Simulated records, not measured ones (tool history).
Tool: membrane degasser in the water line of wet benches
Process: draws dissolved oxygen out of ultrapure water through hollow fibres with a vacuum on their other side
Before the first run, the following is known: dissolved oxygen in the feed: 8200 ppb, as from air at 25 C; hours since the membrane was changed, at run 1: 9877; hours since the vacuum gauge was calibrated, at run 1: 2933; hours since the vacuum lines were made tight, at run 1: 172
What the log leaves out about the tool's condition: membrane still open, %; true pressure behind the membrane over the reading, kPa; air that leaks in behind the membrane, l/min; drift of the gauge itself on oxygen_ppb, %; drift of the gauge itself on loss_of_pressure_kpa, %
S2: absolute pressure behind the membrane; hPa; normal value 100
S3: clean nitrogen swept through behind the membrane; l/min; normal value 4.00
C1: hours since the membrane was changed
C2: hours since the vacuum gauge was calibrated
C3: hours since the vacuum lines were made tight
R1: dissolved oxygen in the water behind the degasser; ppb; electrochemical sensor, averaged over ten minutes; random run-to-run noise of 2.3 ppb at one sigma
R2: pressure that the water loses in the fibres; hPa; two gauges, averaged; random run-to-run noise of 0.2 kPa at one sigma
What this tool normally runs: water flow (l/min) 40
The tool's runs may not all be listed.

Run 1, hour 0.0: usual settings; C1 9877; C2 2933; C3 172. Result: R1 261.4 ppb, R2 455.1 hPa.
Run 2, hour 191.9: usual settings but S2 137 hPa; C1 10069; C2 3125; C3 363. Result: R1 336.8 ppb, R2 452.6 hPa.
Run 3, hour 321.4: usual settings but S2 137 hPa; C1 10198; C2 3254; C3 493. Result: R1 339.6 ppb, R2 453.4 hPa.
Run 4, hour 572.9: usual settings but S2 137 hPa; C1 10450; C2 3506; C3 745. Result: R1 344.2 ppb, R2 454.0 hPa.
Run 5, hour 748.6: usual settings but S2 137 hPa, S3 9.85 l/min; C1 10626; C2 3681; C3 920. Result: R1 205.4 ppb, R2 456.8 hPa.
Run 6, hour 1024.0: usual settings but S2 137 hPa, S3 9.85 l/min; C1 10901; C2 3957; C3 1196. Result: R1 207.5 ppb, R2 455.6 hPa.
Run 7, hour 1292.8: usual settings but S2 137 hPa, S3 9.85 l/min; C1 11170; C2 4226; C3 1464. Result: R1 203.6 ppb, R2 457.6 hPa.
Run 8, hour 1551.1: usual settings but water flow (l/min) 26; C1 11428; C2 4484; C3 1723. Result: R1 142.1 ppb, R2 297.8 hPa.
Run 9, hour 1832.3: usual settings but water flow (l/min) 26; C1 11709; C2 4765; C3 2004. Result: R1 140.1 ppb, R2 298.9 hPa.
At hour 1979.5: vacuum gauge calibrated.
Run 10, hour 2031.8: usual settings but water flow (l/min) 26; C1 11908; C2 52; C3 2203. Result: R1 144.6 ppb, R2 295.8 hPa.
Run 11, hour 2259.8: usual settings but water flow (l/min) 49; C1 12136; C2 280; C3 2431. Result: R1 369.5 ppb, R2 564.7 hPa.
Run 12, hour 2436.8: usual settings but water flow (l/min) 49; C1 12313; C2 457; C3 2608. Result: R1 364.8 ppb, R2 563.3 hPa.
Run 13, hour 2604.8: usual settings but water flow (l/min) 49; C1 12481; C2 625; C3 2776. Result: R1 365.2 ppb, R2 562.9 hPa.
Run 14, hour 2753.0: usual settings but water flow (l/min) 49; C1 12630; C2 774; C3 2924. Result: R1 367.0 ppb, R2 566.6 hPa.
Run 15, hour 2972.0: usual settings; C1 12849; C2 992; C3 3143. Result: R1 270.3 ppb, R2 461.8 hPa.
Run 16, hour 3128.8: usual settings but S3 7.26 l/min; C1 13005; C2 1149; C3 3300. Result: R1 200.6 ppb, R2 460.8 hPa.
Run 17, hour 3253.0: usual settings but S3 2.85 l/min; C1 13130; C2 1273; C3 3424. Result: R1 331.0 ppb, R2 462.9 hPa.
Run 18, hour 3417.8: usual settings but water flow (l/min) 60, S2 83 hPa, S3 2.70 l/min; C1 13294; C2 1438; C3 3589. Result: R1 512.7 ppb, R2 695.1 hPa.
At hour 3576.3: vacuum gauge calibrated, once more.
Run 19, hour 3662.2: usual settings but water flow (l/min) 30; C1 13538; C2 86; C3 3833. Result: R1 172.9 ppb, R2 345.9 hPa.
Run 20, hour 3915.3: usual settings but water flow (l/min) 26; C1 13791; C2 339; C3 4086. Result: R1 137.9 ppb, R2 303.3 hPa.
Run 21, hour 4095.2: usual settings but S2 141 hPa; C1 13971; C2 519; C3 4266. Result: R1 358.6 ppb, R2 465.5 hPa.
Run 22, hour 4248.6: usual settings but water flow (l/min) 30; C1 14125; C2 672; C3 4419. Result: R1 174.7 ppb, R2 347.8 hPa.
Run 23, hour 4514.9: usual settings but water flow (l/min) 38; C1 14391; C2 939; C3 4686. Result: R1 245.3 ppb, R2 445.1 hPa.
Run 24, hour 4713.0: usual settings but S2 77 hPa, S3 5.61 l/min; C1 14589; C2 1137; C3 4884. Result: R1 187.7 ppb, R2 466.2 hPa.
Run 25, hour 4969.0: usual settings but water flow (l/min) 36, S2 151 hPa, S3 5.84 l/min; C1 14845; C2 1393; C3 5140. Result: R1 258.1 ppb, R2 425.1 hPa.
Run 26, hour 5187.4: usual settings but water flow (l/min) 48, S2 215 hPa; C1 15063; C2 1611; C3 5358. Result: R1 654.5 ppb, R2 563.7 hPa.
Run 27, hour 5412.4: usual settings but water flow (l/min) 34, S2 73 hPa, S3 2.09 l/min; C1 15288; C2 1836; C3 5583. Result: R1 225.9 ppb, R2 398.8 hPa.
Run 28, hour 5673.6: usual settings but water flow (l/min) 34, S2 73 hPa, S3 2.09 l/min; C1 15550; C2 2097; C3 5844. Result: R1 232.6 ppb, R2 397.3 hPa.
Run 29, hour 5961.6: usual settings but water flow (l/min) 34, S2 64 hPa; C1 15838; C2 2385; C3 6132. Result: R1 145.3 ppb, R2 401.5 hPa.
Run 30, hour 6139.7: usual settings but water flow (l/min) 34, S2 160 hPa; C1 16016; C2 2563; C3 6310. Result: R1 331.0 ppb, R2 401.6 hPa.
Run 31, hour 6393.1: usual settings but water flow (l/min) 34, S2 160 hPa; C1 16269; C2 2817; C3 6564. Result: R1 327.7 ppb, R2 405.1 hPa.
Run 32, hour 6633.5: usual settings but water flow (l/min) 54, S3 4.61 l/min; C1 16510; C2 3057; C3 6804. Result: R1 408.6 ppb, R2 642.4 hPa.
Run 33, hour 6771.9: usual settings but water flow (l/min) 57, S2 95 hPa; C1 16648; C2 3196; C3 6943. Result: R1 449.8 ppb, R2 679.2 hPa.

Take each entry between the runs: how does the hidden state at the last listed run before it differ from the hidden state at the first listed run after it?
After run 9, before run 10: vacuum gauge calibrated (hour 1979.5)
  membrane still open, %: 93.3 -> 93.2; true pressure behind the membrane over the reading, kPa: 0.27 -> 0.34; air that leaks in behind the membrane, l/min: 0.0064 -> 0.0068
  what was measured, less what the result would be without the hidden state, R1: +14.7 -> +16.5 ppb; R2: +19.9 -> +20.4 hPa
After run 18, before run 19: vacuum gauge calibrated, once more (hour 3576.3)
  membrane still open, %: 92.4 -> 92.2; true pressure behind the membrane over the reading, kPa: 0.42 -> -0.02; air that leaks in behind the membrane, l/min: 0.0094 -> 0.0099
  what was measured, less what the result would be without the hidden state, R1: +80.4 -> +18.0 ppb; R2: +52.8 -> +26.9 hPa
